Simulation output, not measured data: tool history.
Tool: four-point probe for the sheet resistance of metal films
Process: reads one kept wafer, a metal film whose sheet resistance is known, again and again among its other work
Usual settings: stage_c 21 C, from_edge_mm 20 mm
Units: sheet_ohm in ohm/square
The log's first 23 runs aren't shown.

run	hour	stage_c	from_edge_mm	touches since the probe head was changed	hours of work since the stage's thermometer was calibrated	sheet_ohm
24	641.1	28	5	74579	880	0.291639
25	675.8	21	4	76380	906	0.292798
26	709.4	21	4	78122	932	0.292841
27	738.8	31	34	79649	954	0.289895
28	755.1	20	44	80494	966	0.290574
29	784.1	19	4	82001	989	0.292978
30	801.4	22	9	82900	1002	0.290808
31	817.7	22	9	83743	1014	0.290858
32	842.1	22	9	85009	1032	0.2909
33	866.1	28	27	86256	1051	0.290127
34	901.2	28	27	88079	1077	0.290071

Forecast each of these 5 alternatives for the next run:
A	935.9	29	3	89882	1104	?
B	935.9	34	11	89882	1104	?
C	935.9	18	30	89882	1104	?
D	935.9	21	27	89882	1104	?
E	935.9	28	41	89882	1104	?

run	sheet_ohm
A	0.294333
B	0.290118
C	0.29075
D	0.290504
E	0.290001
Without the tool's hidden state the same runs would have given:
run	sheet_ohm
A	0.294294
B	0.290079
C	0.290711
D	0.290466
E	0.289963
